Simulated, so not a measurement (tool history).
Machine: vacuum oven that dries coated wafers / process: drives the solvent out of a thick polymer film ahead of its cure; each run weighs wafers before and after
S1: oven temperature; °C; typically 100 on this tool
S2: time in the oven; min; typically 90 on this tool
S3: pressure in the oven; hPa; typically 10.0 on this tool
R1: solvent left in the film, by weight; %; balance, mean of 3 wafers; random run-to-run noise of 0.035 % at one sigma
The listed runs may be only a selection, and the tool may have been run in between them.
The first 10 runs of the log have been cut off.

run	day	S1	S2	S3	R1
11	16.975	100	121	10.0	1.82
12	18.767	100	121	10.0	1.87
13	19.708	100	121	10.0	1.84
14	20.967	100	121	10.0	1.85
15	22.804	100	121	10.0	1.83
16	23.883	100	90	10.0	2.12
17	25.412	100	159	10.0	1.80
18	26.521	100	159	10.0	1.75
19	28.533	111	95	35.9	4.14
20	29.912	101	60	5.1	2.01
21	31.317	101	60	14.6	3.49
22	33.229	101	60	14.6	3.42
23	34.308	100	90	5.4	1.46
24	35.579	102	90	28.7	4.66
25	36.854	100	90	6.4	1.59
26	38.650	113	53	13.2	1.72
27	40.658	113	53	13.2	1.79
28	42.867	101	145	8.3	1.50
29	44.554	86	88	11.0	5.19
30	45.592	86	88	11.0	5.23
31	47.183	103	58	6.2	2.01
32	49.167	103	58	6.2	2.02
33	50.379	111	68	10.0	1.41

Forecast run 34:
34	51.846	94	114	10.0	?

{"run 34": {"R1": 2.68}}
Had the tool carried no hidden state, the very same run would have given R1 2.68 %.
